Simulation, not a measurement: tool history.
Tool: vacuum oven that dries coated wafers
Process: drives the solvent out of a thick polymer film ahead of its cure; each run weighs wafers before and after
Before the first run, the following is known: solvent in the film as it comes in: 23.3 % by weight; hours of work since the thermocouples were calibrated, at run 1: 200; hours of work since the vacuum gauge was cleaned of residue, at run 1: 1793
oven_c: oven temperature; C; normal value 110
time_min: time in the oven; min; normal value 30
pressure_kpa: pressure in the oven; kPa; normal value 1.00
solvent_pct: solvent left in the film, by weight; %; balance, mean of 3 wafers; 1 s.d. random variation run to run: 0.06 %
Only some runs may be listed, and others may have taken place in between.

run    hour  oven_c  time_min  pressure_kpa  hours of work since the thermocouples were calibrated  hours of work since the vacuum gauge was cleaned of residue  solvent_pct
  1     0.0     110        30          1.00                                                    200                                                         1793         3.69
  2    71.8     110        49          1.00                                                    254                                                         1847         1.43
  3   164.2     122        30          1.00                                                    323                                                         1916         1.26
  4   212.6     122        30          1.00                                                    360                                                         1953         1.23
  5   273.7     122        30          1.00                                                    406                                                         1998         1.18
  6   322.6     122        30          1.00                                                    443                                                         2035         1.29
      338.2  -- vacuum gauge cleaned of residue and calibrated
  7   398.0     122        30          1.00                                                    498                                                           45         1.35
  8   464.6     122        30          1.00                                                    548                                                           95         1.33
  9   554.0     122        30          1.00                                                    616                                                          162         1.36
 10   611.1     110        30          1.00                                                    659                                                          205         3.83
      659.6  -- vacuum gauge cleaned of residue and calibrated, once more
 11   698.7     110        30          1.00                                                    723                                                           29         3.63
 12   791.0     110        30          1.00                                                    793                                                           99         3.76
 13   869.1     110        30          0.51                                                    852                                                          158         3.73
 14   936.5     124        30          1.00                                                    902                                                          208         0.97
 15  1034.0     124        30          1.00                                                    976                                                          282         1.06
 16  1093.1     124        30          1.00                                                   1020                                                          326         1.10
 17  1159.7     109        20          1.15                                                   1070                                                          376         6.98
 18  1238.3     110        30          3.57                                                   1129                                                          435         4.77
     1279.0  -- oven's thermocouples calibrated
 19  1299.9     112        31          1.00                                                     16                                                          480         2.85
 20  1382.7      95        23          1.55                                                     78                                                          543        10.35
 21  1463.6     106        49          0.94                                                    139                                                          603         2.15
 22  1528.0     109        42          1.00                                                    187                                                          652         2.25
 23  1605.0     110        30          0.66                                                    245                                                          710         3.43
 24  1698.0     110        30          0.66                                                    315                                                          780         3.62
 25  1777.7     114        30          1.86                                                    375                                                          840         2.84

Branching from run 25: 3 alternative next runs. What would each branch give?
  A  1865.1     110        29          0.63                                                    441                                                          905            ?
  B  1865.1     118        30          1.64                                                    441                                                          905            ?
  C  1865.1     110        52          1.00                                                    441                                                          905            ?

run  solvent_pct
  A         3.84
  B         1.96
  C         1.22
Take away the tool's hidden state, keep each run's random variation, and the runs would have read:
run  solvent_pct
  A         3.46
  B         1.70
  C         1.00
